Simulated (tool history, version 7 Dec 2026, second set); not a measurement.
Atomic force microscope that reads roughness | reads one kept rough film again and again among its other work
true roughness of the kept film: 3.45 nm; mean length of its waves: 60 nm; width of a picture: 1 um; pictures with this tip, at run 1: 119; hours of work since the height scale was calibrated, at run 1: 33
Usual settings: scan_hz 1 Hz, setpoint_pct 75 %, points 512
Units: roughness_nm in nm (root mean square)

| run | day | scan_hz | setpoint_pct | points | pictures with this tip | hours of work since the height scale was calibrated | roughness_nm |
|---|---|---|---|---|---|---|---|
| 1 | 0 | 1 | 75 | 512 | 119 | 33 | 3.227 |
| 2 | 0.421 | 1 | 75 | 512 | 136 | 39 | 3.214 |
| 3 | 0.642 | 1 | 67 | 512 | 145 | 42 | 3.253 |
| 4 | 1.1 | 1 | 69 | 512 | 163 | 48 | 3.249 |
| 5 | 1.329 | 1 | 75 | 512 | 172 | 51 | 3.237 |
| 6 | 1.55 | 1 | 75 | 512 | 180 | 54 | 3.225 |
| 7 | 1.954 | 1 | 75 | 512 | 196 | 60 | 3.219 |
| 8 | 2.283 | 1.19 | 75 | 512 | 209 | 64 | 3.215 |
| 9 | 2.704 | 0.93 | 75 | 512 | 226 | 70 | 3.222 |
| 10 | 3 | 0.93 | 75 | 512 | 238 | 74 | 3.213 |
|  | 3.088 | height scale calibrated on a step standard |
| 11 | 3.442 | 0.93 | 75 | 398 | 253 | 5 | 3.198 |
|  | 3.908 | height scale calibrated on a step standard, once more |
| 12 | 3.908 | 0.93 | 75 | 398 | 270 | 0 | 3.22 |
| 13 | 4.221 | 0.61 | 75 | 384 | 282 | 4 | 3.228 |
| 14 | 4.475 | 2.58 | 75 | 512 | 292 | 8 | 3.061 |
| 15 | 4.929 | 0.57 | 71 | 516 | 310 | 14 | 3.242 |

3 ways to go on from here, each from the tool as it stands after run 15. What would each give?
| A | 5.354 | 1 | 60 | 271 | 327 | 20 | ? |
| B | 5.354 | 0.57 | 85 | 862 | 327 | 20 | ? |
| C | 5.354 | 1.59 | 75 | 512 | 327 | 20 | ? |

| run | roughness_nm |
|---|---|
| A | 3.215 |
| B | 3.198 |
| C | 3.136 |
Without the tool's hidden state the same runs would have given:
| run | roughness_nm |
|---|---|
| A | 3.293 |
| B | 3.276 |
| C | 3.212 |
